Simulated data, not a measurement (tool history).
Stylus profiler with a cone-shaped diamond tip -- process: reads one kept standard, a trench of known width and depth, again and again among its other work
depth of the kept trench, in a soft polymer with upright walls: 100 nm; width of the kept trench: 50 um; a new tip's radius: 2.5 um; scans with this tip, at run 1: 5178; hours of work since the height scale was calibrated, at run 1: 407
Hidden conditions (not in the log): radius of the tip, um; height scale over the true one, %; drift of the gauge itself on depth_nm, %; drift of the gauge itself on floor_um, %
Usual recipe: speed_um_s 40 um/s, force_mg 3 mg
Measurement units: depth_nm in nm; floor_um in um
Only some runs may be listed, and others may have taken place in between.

run	hour	speed_um_s	force_mg	scans with this tip	hours of work since the height scale was calibrated	depth_nm	floor_um
1	0	40	3	5178	407	101.89	48.18
2	47.1	40	3	5455	429	101.89	48.22
3	88.7	40	2.83	5700	448	101.83	48.21
4	158.8	40	2.83	6112	480	101.79	48.18
5	211.9	86	3	6425	505	102.08	48.05
6	259.5	86	3	6704	527	102	47.98
7	319.3	86	3	7057	555	101.81	48.03
8	356.3	86	1.7	7274	572	101.39	47.86
9	407.8	40	3	7577	596	101.99	48.1
10	461.5	40	1.95	7893	620	101.53	48.02
11	513.8	40	3	8201	645	102	48.06
12	550.5	40	3	8417	662	101.94	48.05
13	588.4	40	3	8640	679	101.95	48.02
14	638.9	40	5.19	8937	702	102.89	48.08
15	693.4	40	5.19	9258	728	102.73	48.05
16	731.8	40	1.08	9483	745	101.24	47.93
17	794.3	40	4.66	9851	774	102.65	48.04
18	867	40	3	10279	808	102.07	47.95
19	905.5	99	3	10506	826	102.18	47.75
20	972.7	15	3	10901	857	102.05	48.09
21	1008.5	15	3	11112	873	102.14	48
22	1064.3	40	1.75	11440	899	101.71	47.93
23	1136.4	40	1.08	11865	933	101.33	47.83
24	1185.7	40	3	12154	955	102.05	47.97
25	1239	124	6.25	12468	980	103.29	47.73
26	1312.2	76	4.64	12899	1014	102.83	47.79
27	1362.4	32	1.78	13194	1037	101.69	47.91
28	1398	10	1.45	13404	1053	101.61	47.96
29	1433.8	27	1.14	13614	1070	101.43	47.82
30	1465.7	27	2.39	13802	1085	101.92	47.87
31	1513.5	27	2.39	14083	1107	102.02	47.83
32	1574.2	43	1.78	14441	1135	101.7	47.77
33	1632	122	2.55	14780	1162	102.19	47.43

Expected results for the next run?
34	1705	84	4.23	15210	1195	?	?

depth_nm: 102.78 nm
floor_um: 47.64 um
On a tool with no hidden condition, and with the same random variation, this run would have come out at depth_nm 102.27 nm, floor_um 48.33 um.

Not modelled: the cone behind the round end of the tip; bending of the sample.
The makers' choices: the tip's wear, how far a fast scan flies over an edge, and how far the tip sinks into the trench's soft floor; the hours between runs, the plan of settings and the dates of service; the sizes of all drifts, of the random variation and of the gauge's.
